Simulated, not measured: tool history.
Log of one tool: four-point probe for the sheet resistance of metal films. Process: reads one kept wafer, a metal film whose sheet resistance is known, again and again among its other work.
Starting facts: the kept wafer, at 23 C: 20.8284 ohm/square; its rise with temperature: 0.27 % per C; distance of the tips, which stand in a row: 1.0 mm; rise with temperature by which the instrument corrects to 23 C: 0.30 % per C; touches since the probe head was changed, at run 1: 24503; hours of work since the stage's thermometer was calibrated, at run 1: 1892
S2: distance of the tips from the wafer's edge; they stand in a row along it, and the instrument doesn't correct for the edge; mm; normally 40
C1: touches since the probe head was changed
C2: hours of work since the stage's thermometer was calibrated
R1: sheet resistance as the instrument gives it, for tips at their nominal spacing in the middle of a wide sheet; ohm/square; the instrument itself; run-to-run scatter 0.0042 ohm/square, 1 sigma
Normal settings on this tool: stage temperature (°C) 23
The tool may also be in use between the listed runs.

{"run": 1, "hour": 0.0, "stage temperature (°C)": 23, "S2": 40, "C1": 24503, "C2": 1892, "R1": 20.836367}
{"run": 2, "hour": 36.8, "stage temperature (°C)": 23, "S2": 40, "C1": 25475, "C2": 1910, "R1": 20.832552}
{"run": 3, "hour": 67.5, "stage temperature (°C)": 23, "S2": 40, "C1": 26284, "C2": 1925, "R1": 20.833973}
{"run": 4, "hour": 87.6, "stage temperature (°C)": 23, "S2": 40, "C1": 26816, "C2": 1935, "R1": 20.835354}
{"run": 5, "hour": 107.3, "stage temperature (°C)": 23, "S2": 40, "C1": 27338, "C2": 1944, "R1": 20.832161}
{"run": 6, "hour": 132.5, "stage temperature (°C)": 23, "S2": 40, "C1": 28002, "C2": 1957, "R1": 20.831009}
{"run": 7, "hour": 151.2, "stage temperature (°C)": 23, "S2": 40, "C1": 28497, "C2": 1966, "R1": 20.837273}
{"run": 8, "hour": 189.5, "stage temperature (°C)": 23, "S2": 40, "C1": 29507, "C2": 1985, "R1": 20.838699}
{"run": 9, "hour": 217.1, "stage temperature (°C)": 23, "S2": 40, "C1": 30237, "C2": 1999, "R1": 20.83354}
{"run": 10, "hour": 250.2, "stage temperature (°C)": 23, "S2": 40, "C1": 31112, "C2": 2015, "R1": 20.827942}
{"run": 11, "hour": 283.6, "stage temperature (°C)": 23, "S2": 40, "C1": 31993, "C2": 2031, "R1": 20.847692}
{"run": 12, "hour": 316.6, "stage temperature (°C)": 23, "S2": 40, "C1": 32863, "C2": 2047, "R1": 20.839646}
{"run": 13, "hour": 349.3, "stage temperature (°C)": 23, "S2": 40, "C1": 33729, "C2": 2064, "R1": 20.832116}
{"run": 14, "hour": 369.6, "stage temperature (°C)": 30, "S2": 40, "C1": 34265, "C2": 2074, "R1": 20.781031}
{"run": 15, "hour": 400.6, "stage temperature (°C)": 30, "S2": 40, "C1": 35083, "C2": 2089, "R1": 20.79523}
{"run": 16, "hour": 417.1, "stage temperature (°C)": 30, "S2": 40, "C1": 35519, "C2": 2097, "R1": 20.787523}
{"run": 17, "hour": 450.9, "stage temperature (°C)": 30, "S2": 40, "C1": 36412, "C2": 2114, "R1": 20.786627}
{"run": 18, "hour": 488.7, "stage temperature (°C)": 23, "S2": 40, "C1": 37409, "C2": 2132, "R1": 20.838924}
{"run": 19, "hour": 514.8, "stage temperature (°C)": 26, "S2": 40, "C1": 38099, "C2": 2145, "R1": 20.812415}
{"hour": 528.1, "done": "stage's thermometer calibrated"}
{"run": 20, "hour": 549.9, "stage temperature (°C)": 34, "S2": 40, "C1": 39014, "C2": 11, "R1": 20.757776}
{"run": 21, "hour": 574.5, "stage temperature (°C)": 34, "S2": 40, "C1": 39663, "C2": 23, "R1": 20.756078}
{"run": 22, "hour": 605.7, "stage temperature (°C)": 34, "S2": 40, "C1": 40487, "C2": 38, "R1": 20.75223}
{"run": 23, "hour": 642.4, "stage temperature (°C)": 30, "S2": 40, "C1": 41456, "C2": 56, "R1": 20.788904}
{"run": 24, "hour": 670.3, "stage temperature (°C)": 30, "S2": 40, "C1": 42192, "C2": 70, "R1": 20.781657}
{"run": 25, "hour": 708.1, "stage temperature (°C)": 30, "S2": 40, "C1": 43191, "C2": 89, "R1": 20.778844}
{"run": 26, "hour": 742.7, "stage temperature (°C)": 22, "S2": 5, "C1": 44104, "C2": 106, "R1": 21.279733}
{"run": 27, "hour": 775.5, "stage temperature (°C)": 18, "S2": 17, "C1": 44970, "C2": 122, "R1": 20.907428}
{"run": 28, "hour": 811.2, "stage temperature (°C)": 18, "S2": 19, "C1": 45914, "C2": 139, "R1": 20.901035}
{"run": 29, "hour": 838.4, "stage temperature (°C)": 33, "S2": 21, "C1": 46632, "C2": 153, "R1": 20.780451}
{"run": 30, "hour": 857.2, "stage temperature (°C)": 30, "S2": 13, "C1": 47129, "C2": 162, "R1": 20.847286}
{"run": 31, "hour": 872.5, "stage temperature (°C)": 30, "S2": 19, "C1": 47534, "C2": 170, "R1": 20.807153}
{"run": 32, "hour": 898.0, "stage temperature (°C)": 31, "S2": 12, "C1": 48207, "C2": 182, "R1": 20.848448}
{"run": 33, "hour": 930.0, "stage temperature (°C)": 31, "S2": 4, "C1": 49051, "C2": 198, "R1": 21.446259}
{"run": 34, "hour": 947.8, "stage temperature (°C)": 33, "S2": 3, "C1": 49522, "C2": 207, "R1": 21.922875}
{"run": 35, "hour": 963.4, "stage temperature (°C)": 31, "S2": 58, "C1": 49934, "C2": 214, "R1": 20.779184}
{"run": 36, "hour": 992.6, "stage temperature (°C)": 23, "S2": 58, "C1": 50704, "C2": 229, "R1": 20.839596}
{"run": 37, "hour": 1026.4, "stage temperature (°C)": 34, "S2": 40, "C1": 51597, "C2": 245, "R1": 20.759093}
{"run": 38, "hour": 1046.8, "stage temperature (°C)": 23, "S2": 66, "C1": 52136, "C2": 255, "R1": 20.83418}
{"run": 39, "hour": 1062.5, "stage temperature (°C)": 30, "S2": 31, "C1": 52551, "C2": 263, "R1": 20.787454}
{"run": 40, "hour": 1081.7, "stage temperature (°C)": 23, "S2": 35, "C1": 53057, "C2": 273, "R1": 20.837059}
{"run": 41, "hour": 1112.2, "stage temperature (°C)": 23, "S2": 35, "C1": 53864, "C2": 288, "R1": 20.837149}
{"run": 42, "hour": 1137.0, "stage temperature (°C)": 25, "S2": 57, "C1": 54519, "C2": 300, "R1": 20.818083}
{"run": 43, "hour": 1169.4, "stage temperature (°C)": 18, "S2": 8, "C1": 55375, "C2": 316, "R1": 21.039158}
{"run": 44, "hour": 1201.7, "stage temperature (°C)": 27, "S2": 47, "C1": 56228, "C2": 332, "R1": 20.806047}

Each row is a separate what-if for the run after 44, all from the same tool condition, not one after another. Results?
{"run": "A", "hour": 1232.8, "stage temperature (°C)": 31, "S2": 6, "C1": 57050, "C2": 347, "R1": "?"}
{"run": "B", "hour": 1232.8, "stage temperature (°C)": 31, "S2": 28, "C1": 57050, "C2": 347, "R1": "?"}
{"run": "C", "hour": 1232.8, "stage temperature (°C)": 24, "S2": 4, "C1": 57050, "C2": 347, "R1": "?"}
{"run": "D", "hour": 1232.8, "stage temperature (°C)": 28, "S2": 8, "C1": 57050, "C2": 347, "R1": "?"}

run=A R1=21.072703
run=B R1=20.787220
run=C R1=21.495466
run=D R1=20.969090
With the hidden condition removed and each run's random variation left untouched, the same runs would have given:
run=A R1=21.071656
run=B R1=20.786186
run=C R1=21.494399
run=D R1=20.968047
